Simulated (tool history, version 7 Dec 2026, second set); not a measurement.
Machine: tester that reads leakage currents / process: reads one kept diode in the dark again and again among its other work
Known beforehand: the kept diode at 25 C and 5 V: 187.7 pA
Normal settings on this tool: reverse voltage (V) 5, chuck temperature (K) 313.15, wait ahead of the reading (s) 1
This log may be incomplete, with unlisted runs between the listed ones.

run     day  reverse voltage (V)  chuck temperature (K)  wait ahead of the reading (s)  current that the tester gives (pA)
  1       0                    5                 313.15                              1                              683.21
  2   1.854                    5                 313.15                              1                               683.9
  3   3.771                    5                 313.15                              1                                 683
  4   6.446                    5                 313.15                              1                               686.5
  5   9.088                    5                 313.15                              1                               688.3
  6  12.467                    5                 313.15                              1                              688.14
  7  14.521                    5                 313.15                              1                              689.47
  8  16.362                    5                 313.15                              1                              691.76
  9  18.779                    5                 308.15                              1                              458.01
 10  21.692                    5                 308.15                              1                              457.85

Predict the results of run 11:
 11  23.792                    5                 312.15                              1                                   ?

Logged for run 11: current that the tester gives (pA) 634.43.
Without the tool's hidden state the same run would have given current that the tester gives (pA) 621.1.
